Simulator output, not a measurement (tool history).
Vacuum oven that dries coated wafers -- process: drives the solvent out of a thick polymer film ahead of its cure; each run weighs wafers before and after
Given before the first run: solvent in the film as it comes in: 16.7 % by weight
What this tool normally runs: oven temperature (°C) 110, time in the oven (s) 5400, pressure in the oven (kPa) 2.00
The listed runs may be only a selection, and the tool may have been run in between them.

run   hour  oven temperature (°C)  time in the oven (s)  pressure in the oven (kPa)  solvent left in the film (%)
  1    0.0                    110                  5400                        2.00                          2.52
  2   16.3                    110                  5400                        2.00                          2.48
  3   43.5                    110                  5400                        4.56                          4.97
  4   74.0                    110                  5400                        4.56                          4.97
  5   94.7                    110                  5400                        4.56                          5.00
  6  114.3                    110                  5400                        4.56                          4.93
  7  138.3                    110                  5400                        2.00                          2.48
  8  157.9                    110                  5400                        5.82                          6.28

For run 9, what comes out?
  9  188.8                    102                  6360                        2.77                             ?

Run 9 came out at solvent left in the film (%) 4.86.
Take away the tool's hidden state, keep the run-to-run variation as it was, and the same run would have given solvent left in the film (%) 4.85.

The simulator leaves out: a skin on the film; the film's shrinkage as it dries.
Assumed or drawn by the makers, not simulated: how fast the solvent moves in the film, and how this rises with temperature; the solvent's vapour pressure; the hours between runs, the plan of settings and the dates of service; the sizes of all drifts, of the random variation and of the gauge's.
